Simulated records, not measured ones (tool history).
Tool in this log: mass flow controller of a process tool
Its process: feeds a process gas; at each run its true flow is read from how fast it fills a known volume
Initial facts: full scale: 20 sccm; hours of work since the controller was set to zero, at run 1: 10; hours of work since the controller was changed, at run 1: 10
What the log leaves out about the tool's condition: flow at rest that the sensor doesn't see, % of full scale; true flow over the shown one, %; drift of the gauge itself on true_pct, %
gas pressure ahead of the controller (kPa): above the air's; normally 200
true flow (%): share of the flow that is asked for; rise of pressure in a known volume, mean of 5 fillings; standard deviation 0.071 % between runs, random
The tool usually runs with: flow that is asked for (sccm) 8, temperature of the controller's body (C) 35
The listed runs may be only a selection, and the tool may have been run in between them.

run    hour  flow that is asked for (sccm)  gas pressure ahead of the controller (kPa)  temperature of the controller's body (C)  hours of work since the controller was set to zero  hours of work since the controller was changed  true flow (%)
  1     0.0                              8                                         200                                        35                                                  10                                              10          99.39
  2    42.9                              8                                         200                                        35                                                  26                                              26          99.39
  3   109.0                              8                                         200                                        35                                                  51                                              51          99.48
  4   176.0                              8                                         200                                        35                                                  77                                              77          99.44
  5   217.0                              8                                         200                                        35                                                  92                                              92          99.40
  6   295.6                              8                                         200                                        35                                                 122                                             122          99.43
  7   366.4                              8                                         200                                        35                                                 149                                             149          99.48
  8   436.7                              8                                         200                                        35                                                 175                                             175          99.26
  9   476.8                             11                                         200                                        35                                                 191                                             191          99.79
 10   551.3                             11                                         200                                        35                                                 219                                             219          99.79
 11   626.7                             11                                         200                                        35                                                 248                                             248          99.73
 12   703.2                             11                                         200                                        35                                                 277                                             277          99.90
 13   761.3                             11                                         200                                        35                                                 299                                             299          99.79
 14   838.4                             11                                         200                                        35                                                 328                                             328          99.77
 15   885.9                             11                                         200                                        35                                                 346                                             346          99.92
 16   921.4                             11                                         200                                        35                                                 359                                             359          99.91
 17   965.8                             11                                         200                                        35                                                 376                                             376          99.74
 18  1007.7                             11                                         200                                        35                                                 392                                             392          99.79
 19  1048.9                             11                                         200                                        35                                                 408                                             408          99.91
 20  1103.4                             11                                         200                                        35                                                 428                                             428          99.77
 21  1139.7                              8                                         252                                        35                                                 442                                             442          99.96
 22  1177.6                              8                                         252                                        35                                                 457                                             457          99.83
 23  1214.9                              8                                         252                                        35                                                 471                                             471          99.84
 24  1253.3                              8                                         252                                        35                                                 485                                             485          99.87
 25  1326.8                              8                                         265                                        35                                                 513                                             513          99.94
 26  1386.0                             12                                         249                                        35                                                 536                                             536         100.23
 27  1447.8                              4                                         151                                        26                                                 559                                             559          98.36
 28  1520.1                              4                                         268                                        25                                                 586                                             586          98.89
 29  1588.5                              5                                         268                                        32                                                 612                                             612          99.57
 30  1644.2                              3                                         162                                        33                                                 634                                             634          98.88
 31  1723.7                              8                                         231                                        21                                                 664                                             664          98.68
 32  1780.7                              4                                         214                                        37                                                 685                                             685          99.52
 33  1864.0                              4                                         214                                        37                                                 717                                             717          99.61
     1872.2  -- controller's zero set anew
 34  1935.0                              4                                         214                                        37                                                  24                                             744          99.66
 35  2018.5                             11                                         208                                        35                                                  56                                             775         100.04
     2084.4  -- controller's zero set anew, once more
 36  2101.4                             11                                         208                                        35                                                   6                                             807          99.99
 37  2172.1                              5                                         212                                        23                                                  33                                             833          98.62
 38  2206.7                             13                                         243                                        39                                                  46                                             847         100.71
 39  2263.7                             13                                         243                                        39                                                  68                                             868         100.73
 40  2328.3                              5                                         152                                        24                                                  92                                             893          98.36
 41  2396.0                              8                                         185                                        37                                                 118                                             918          99.85
 42  2465.3                              8                                         245                                        35                                                 144                                             945         100.00
 43  2548.1                              8                                         245                                        35                                                 176                                             976         100.05
 44  2613.3                             15                                         164                                        38                                                 201                                            1001         100.45
 45  2664.5                              8                                         234                                        35                                                 220                                            1020          99.90
 46  2735.9                              8                                         234                                        35                                                 247                                            1047          99.93
 47  2788.8                              8                                         234                                        26                                                 267                                            1067          99.39
 48  2858.0                              8                                         234                                        26                                                 293                                            1094          99.32
 49  2932.0                              8                                         173                                        35                                                 321                                            1122          99.54
 50  2977.2                              8                                         173                                        35                                                 339                                            1139          99.49

Hidden condition of the tool, last listed run before each entry between runs versus first listed run after:
Between runs 33 and 34: controller's zero set anew (hour 1872.2)
  flow at rest that the sensor doesn't see, % of full scale: 0.059 -> 0.081
  the result without the hidden state subtracted from the measured one, true flow (%): +0.36 -> +0.47
Between runs 35 and 36: controller's zero set anew, once more (hour 2084.4)
  flow at rest that the sensor doesn't see, % of full scale: 0.083 -> 0.075
  the result without the hidden state subtracted from the measured one, true flow (%): +0.22 -> +0.21
